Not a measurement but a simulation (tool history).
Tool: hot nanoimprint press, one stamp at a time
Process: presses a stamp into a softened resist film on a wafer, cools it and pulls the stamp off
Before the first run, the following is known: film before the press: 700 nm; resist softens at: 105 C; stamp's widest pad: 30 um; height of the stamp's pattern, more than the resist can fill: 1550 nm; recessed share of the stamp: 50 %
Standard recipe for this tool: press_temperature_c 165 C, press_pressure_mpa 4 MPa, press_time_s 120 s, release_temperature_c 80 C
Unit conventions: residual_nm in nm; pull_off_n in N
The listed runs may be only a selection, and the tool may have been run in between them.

{"run": 1, "hour": 0.0, "press_temperature_c": 165, "press_pressure_mpa": 4, "press_time_s": 120, "release_temperature_c": 80, "residual_nm": 387.9, "pull_off_n": 195}
{"run": 2, "hour": 61.6, "press_temperature_c": 165, "press_pressure_mpa": 4.8, "press_time_s": 120, "release_temperature_c": 80, "residual_nm": 350.5, "pull_off_n": 193}
{"run": 3, "hour": 107.2, "press_temperature_c": 170, "press_pressure_mpa": 4.8, "press_time_s": 120, "release_temperature_c": 80, "residual_nm": 268.5, "pull_off_n": 196}
{"run": 4, "hour": 155.4, "press_temperature_c": 165, "press_pressure_mpa": 4, "press_time_s": 120, "release_temperature_c": 80, "residual_nm": 383.3, "pull_off_n": 194}
{"run": 5, "hour": 197.1, "press_temperature_c": 165, "press_pressure_mpa": 4, "press_time_s": 120, "release_temperature_c": 80, "residual_nm": 385.2, "pull_off_n": 194}
{"run": 6, "hour": 237.9, "press_temperature_c": 165, "press_pressure_mpa": 3.01, "press_time_s": 120, "release_temperature_c": 80, "residual_nm": 434.7, "pull_off_n": 195}
{"hour": 281.0, "done": "stamp cleaned and given a new release coat"}
{"run": 7, "hour": 281.0, "press_temperature_c": 165, "press_pressure_mpa": 3.01, "press_time_s": 120, "release_temperature_c": 80, "residual_nm": 435.2, "pull_off_n": 195}
{"run": 8, "hour": 310.6, "press_temperature_c": 177, "press_pressure_mpa": 4.89, "press_time_s": 120, "release_temperature_c": 80, "residual_nm": 184.8, "pull_off_n": 198}
{"run": 9, "hour": 371.7, "press_temperature_c": 168, "press_pressure_mpa": 4.53, "press_time_s": 152, "release_temperature_c": 80, "residual_nm": 284.2, "pull_off_n": 195}
{"run": 10, "hour": 402.9, "press_temperature_c": 171, "press_pressure_mpa": 4, "press_time_s": 104, "release_temperature_c": 82, "residual_nm": 294.7, "pull_off_n": 186}

Here are 3 independent what-if runs from the current tool condition. What would each one return?
{"hour": 409.2, "done": "plate thermocouple calibrated"}
{"run": "A", "hour": 461.8, "press_temperature_c": 171, "press_pressure_mpa": 2.56, "press_time_s": 89, "release_temperature_c": 82, "residual_nm": "?", "pull_off_n": "?"}
{"hour": 409.2, "done": "plate thermocouple calibrated"}
{"run": "B", "hour": 461.8, "press_temperature_c": 172, "press_pressure_mpa": 3.36, "press_time_s": 104, "release_temperature_c": 87, "residual_nm": "?", "pull_off_n": "?"}
{"hour": 409.2, "done": "plate thermocouple calibrated"}
{"run": "C", "hour": 461.8, "press_temperature_c": 173, "press_pressure_mpa": 4, "press_time_s": 120, "release_temperature_c": 80, "residual_nm": "?", "pull_off_n": "?"}

run=A residual_nm=391.2 pull_off_n=185
run=B residual_nm=310 pull_off_n=161
run=C residual_nm=253.5 pull_off_n=195
Take away the tool's hidden state, keep each run's random variation, and the runs would have read:
run=A residual_nm=395.3 pull_off_n=185
run=B residual_nm=313.2 pull_off_n=160
run=C residual_nm=256.1 pull_off_n=194

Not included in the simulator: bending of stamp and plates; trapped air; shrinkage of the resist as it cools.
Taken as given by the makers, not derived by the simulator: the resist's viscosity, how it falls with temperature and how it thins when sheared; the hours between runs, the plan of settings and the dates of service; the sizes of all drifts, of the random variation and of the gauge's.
